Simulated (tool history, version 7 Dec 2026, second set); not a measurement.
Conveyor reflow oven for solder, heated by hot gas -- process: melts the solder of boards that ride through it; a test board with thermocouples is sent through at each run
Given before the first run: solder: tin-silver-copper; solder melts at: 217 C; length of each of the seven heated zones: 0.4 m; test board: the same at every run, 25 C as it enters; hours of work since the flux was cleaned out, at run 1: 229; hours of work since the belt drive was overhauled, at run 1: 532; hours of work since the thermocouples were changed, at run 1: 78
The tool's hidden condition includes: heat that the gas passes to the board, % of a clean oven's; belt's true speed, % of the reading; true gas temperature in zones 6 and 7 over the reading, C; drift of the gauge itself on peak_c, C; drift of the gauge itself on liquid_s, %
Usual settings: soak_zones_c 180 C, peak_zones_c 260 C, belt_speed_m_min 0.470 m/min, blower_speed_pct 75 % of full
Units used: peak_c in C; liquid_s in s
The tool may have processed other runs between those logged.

run   hour  soak_zones_c  peak_zones_c  belt_speed_m_min  blower_speed_pct  hours of work since the flux was cleaned out  hours of work since the belt drive was overhauled  hours of work since the thermocouples were changed  peak_c  liquid_s
  1    0.0           180           260             0.470                75                                           229                                                532                                                  78   252.6      83.1
  2   22.2           180           260             0.470                62                                           246                                                549                                                  95   250.5      80.5
  3   72.7           180           255             0.470                75                                           286                                                589                                                 135   248.1      78.9
  4  102.0           180           255             0.470                75                                           308                                                612                                                 158   248.3      79.6
  5  125.5           180           262             0.470                75                                           327                                                630                                                 176   254.5      84.6
  6  162.8           180           262             0.470                75                                           356                                                659                                                 205   254.5      84.7
  7  190.7           180           262             0.470                75                                           378                                                681                                                 227   254.3      84.2
  8  212.7           180           262             0.470                75                                           395                                                698                                                 244   254.5      84.0
  9  252.8           180           262             0.470                75                                           426                                                729                                                 276   254.7      84.5
 10  281.6           180           262             0.470                75                                           449                                                752                                                 298   254.5      83.8
 11  328.8           180           262             0.470                75                                           486                                                789                                                 335   254.6      84.2
     341.8  -- flux residue cleaned out of gas plates and filters
 12  380.6           180           262             0.470                75                                            30                                                825                                                 372   254.6      84.4
 13  428.3           180           262             0.470                75                                            68                                                863                                                 409   254.5      84.8
 14  461.4           180           260             0.470                75                                            93                                                888                                                 435   252.4      83.0
 15  500.1           180           273             0.470                75                                           124                                                919                                                 465   265.0      91.3
 16  527.1           180           273             0.396                75                                           145                                                940                                                 486   267.9     111.3
 17  559.6           193           267             0.480                57                                           170                                                965                                                 512   257.5      90.8
 18  580.8           190           260             0.412                75                                           187                                                982                                                 528   255.6     104.0

Run 19 is up next; what results do you expect?
 19  612.0           190           260             0.412                75                                           211                                               1006                                                 553       ?         ?

Run 19 yielded peak_c 255.6 C, liquid_s 104.4 s.
If the tool had no hidden condition, the same run with the same run-to-run variation would have returned peak_c 255.6 C, liquid_s 104.3 s.

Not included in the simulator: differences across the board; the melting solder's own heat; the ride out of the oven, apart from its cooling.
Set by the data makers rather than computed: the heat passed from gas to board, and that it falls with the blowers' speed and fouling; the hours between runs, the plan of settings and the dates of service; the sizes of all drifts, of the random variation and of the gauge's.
